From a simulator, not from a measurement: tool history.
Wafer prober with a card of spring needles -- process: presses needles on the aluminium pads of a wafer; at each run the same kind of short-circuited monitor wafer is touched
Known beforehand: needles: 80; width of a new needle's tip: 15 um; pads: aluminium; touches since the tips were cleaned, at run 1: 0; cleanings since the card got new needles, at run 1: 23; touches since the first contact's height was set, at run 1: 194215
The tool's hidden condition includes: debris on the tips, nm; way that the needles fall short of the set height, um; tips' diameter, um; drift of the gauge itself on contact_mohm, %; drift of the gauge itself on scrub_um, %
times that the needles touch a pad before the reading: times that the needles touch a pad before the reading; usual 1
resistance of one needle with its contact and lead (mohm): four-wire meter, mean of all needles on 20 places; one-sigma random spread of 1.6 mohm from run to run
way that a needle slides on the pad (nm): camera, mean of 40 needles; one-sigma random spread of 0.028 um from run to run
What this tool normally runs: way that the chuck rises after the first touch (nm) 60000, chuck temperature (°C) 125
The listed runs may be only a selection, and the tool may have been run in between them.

| run | day | way that the chuck rises after the first touch (nm) | chuck temperature (°C) | times that the needles touch a pad before the reading | touches since the tips were cleaned | cleanings since the card got new needles | touches since the first contact's height was set | resistance of one needle with its contact and lead (mohm) | way that a needle slides on the pad (nm) |
|---|---|---|---|---|---|---|---|---|---|
| 1 | 0 | 60000 | 125 | 1 | 0 | 23 | 194215 | 159 | 8280 |
|  | 1.267 | tips cleaned on abrasive film |
| 2 | 2.183 | 60000 | 30 | 1 | 5255 | 24 | 206733 | 145 | 8270 |
|  | 2.492 | tips cleaned on abrasive film |
|  | 3.842 | tips cleaned on abrasive film |
|  | 5.2 | tips cleaned on abrasive film |
| 3 | 5.2 | 60000 | 30 | 1 | 0 | 27 | 223978 | 143 | 8200 |
|  | 6.608 | tips cleaned on abrasive film |
|  | 7.538 | height of the first contact set anew |
|  | 8.092 | tips cleaned on abrasive film |
| 4 | 8.292 | 60000 | 30 | 1 | 1146 | 29 | 4306 | 144 | 8210 |
|  | 9.5 | tips cleaned on abrasive film |
| 5 | 10.488 | 60000 | 30 | 1 | 5679 | 30 | 16906 | 146 | 8260 |
|  | 10.8 | tips cleaned on abrasive film |
|  | 12.1 | tips cleaned on abrasive film |
| 6 | 12.454 | 60000 | 30 | 1 | 2040 | 32 | 28158 | 144 | 8290 |
|  | 13.471 | tips cleaned on abrasive film |
|  | 14.812 | tips cleaned on abrasive film |
|  | 16.204 | tips cleaned on abrasive film |
| 7 | 16.204 | 60000 | 30 | 1 | 0 | 35 | 49606 | 144 | 8270 |
|  | 17.579 | tips cleaned on abrasive film |
|  | 18.862 | tips cleaned on abrasive film |
| 8 | 19.312 | 60000 | 125 | 1 | 2580 | 37 | 67424 | 159 | 8320 |
|  | 20.088 | tips cleaned on abrasive film |
| 9 | 21.142 | 60000 | 125 | 1 | 6060 | 38 | 77913 | 157 | 8280 |
|  | 21.338 | tips cleaned on abrasive film |
|  | 22.667 | tips cleaned on abrasive film |
| 10 | 23.842 | 60000 | 125 | 1 | 6751 | 40 | 93362 | 160 | 8270 |
|  | 24.108 | tips cleaned on abrasive film |
|  | 25.488 | tips cleaned on abrasive film |
| 11 | 26.646 | 50000 | 48 | 1 | 6653 | 42 | 109433 | 149 | 6890 |

Run 12 is up next; what results do you expect?
|  | 26.954 | tips cleaned on abrasive film |
|  | 28.308 | tips cleaned on abrasive film |
| 12 | 28.842 | 50000 | 29 | 3 | 3059 | 44 | 121978 | ? | ? |

resistance of one needle with its contact and lead (mohm): 145
way that a needle slides on the pad (nm): 6870
Had the tool carried no hidden state, the very same run would have given resistance of one needle with its contact and lead (mohm) 144, way that a needle slides on the pad (nm) 6870.

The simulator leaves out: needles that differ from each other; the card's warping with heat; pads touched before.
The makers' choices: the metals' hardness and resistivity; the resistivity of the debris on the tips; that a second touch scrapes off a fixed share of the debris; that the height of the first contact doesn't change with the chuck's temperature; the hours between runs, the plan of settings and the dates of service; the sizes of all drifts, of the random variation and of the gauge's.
